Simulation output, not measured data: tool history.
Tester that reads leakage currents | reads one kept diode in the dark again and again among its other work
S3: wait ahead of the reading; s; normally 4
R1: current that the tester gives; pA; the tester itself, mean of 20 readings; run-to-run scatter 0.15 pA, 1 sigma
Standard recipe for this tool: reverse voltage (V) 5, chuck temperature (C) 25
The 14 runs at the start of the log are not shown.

Run 15, hour 2238.6: usual settings but S3 5.32 s. Result: R1 46.94 pA.
Run 16, hour 2344.3: usual settings but S3 5.32 s. Result: R1 46.74 pA.
Run 17, hour 2488.5: usual settings but chuck temperature (C) 26, S3 5.32 s. Result: R1 51.09 pA.
Run 18, hour 2624.4: usual settings but chuck temperature (C) 26, S3 5.32 s. Result: R1 51.5 pA.
Run 19, hour 2779.6: usual settings. Result: R1 46.96 pA.
Run 20, hour 3001.1: usual settings. Result: R1 46.99 pA.
At hour 3087.1: chuck's temperature calibrated.
Run 21, hour 3102: usual settings. Result: R1 47 pA.
Run 22, hour 3328.2: usual settings but reverse voltage (V) 10.31, chuck temperature (C) 22, S3 9.4 s. Result: R1 50.77 pA.
At hour 3436.8: tester calibrated.
Run 23, hour 3539.6: usual settings but chuck temperature (C) 20. Result: R1 29.48 pA.
Run 24, hour 3644.3: usual settings but reverse voltage (V) 3.26, chuck temperature (C) 20, S3 2.8 s. Result: R1 23.84 pA.
Run 25, hour 3801: usual settings but reverse voltage (V) 3.26, chuck temperature (C) 20, S3 0.33 s. Result: R1 24.16 pA.
Run 26, hour 4004.9: usual settings but reverse voltage (V) 4.92, chuck temperature (C) 20. Result: R1 29.02 pA.
Run 27, hour 4107.3: usual settings but reverse voltage (V) 4.92, chuck temperature (C) 20. Result: R1 29.18 pA.
Run 28, hour 4316.9: usual settings but reverse voltage (V) 4.08, chuck temperature (C) 21, S3 1.76 s. Result: R1 29.19 pA.
Run 29, hour 4410: usual settings but reverse voltage (V) 4.08, chuck temperature (C) 21, S3 1.76 s. Result: R1 29.21 pA.
Run 30, hour 4564.3: usual settings but reverse voltage (V) 4.08, chuck temperature (C) 21, S3 1.76 s. Result: R1 29.27 pA.
Run 31, hour 4721.8: usual settings but reverse voltage (V) 4.08, chuck temperature (C) 21, S3 1.76 s. Result: R1 29.3 pA.
Run 32, hour 4905.4: usual settings but reverse voltage (V) 9.76, chuck temperature (C) 32, S3 8.13 s. Result: R1 121.77 pA.
Run 33, hour 5114: usual settings but reverse voltage (V) 9.76, chuck temperature (C) 32, S3 8.13 s. Result: R1 122.15 pA.
Run 34, hour 5281.7: usual settings but reverse voltage (V) 11.42, chuck temperature (C) 32, S3 8.13 s. Result: R1 131.8 pA.
Run 35, hour 5479.1: usual settings but reverse voltage (V) 11.42, chuck temperature (C) 32, S3 8.13 s. Result: R1 132.1 pA.

Run 36 is up next; what results do you expect?
At hour 5517.6: probe card cleaned and baked.
Run 36, hour 5598.5: usual settings but reverse voltage (V) 11.42, chuck temperature (C) 32, S3 8.13 s. Result: R1 ?.

R1: 132.08 pA
With no hidden state in the tool, this same run would have given R1 132.04 pA.
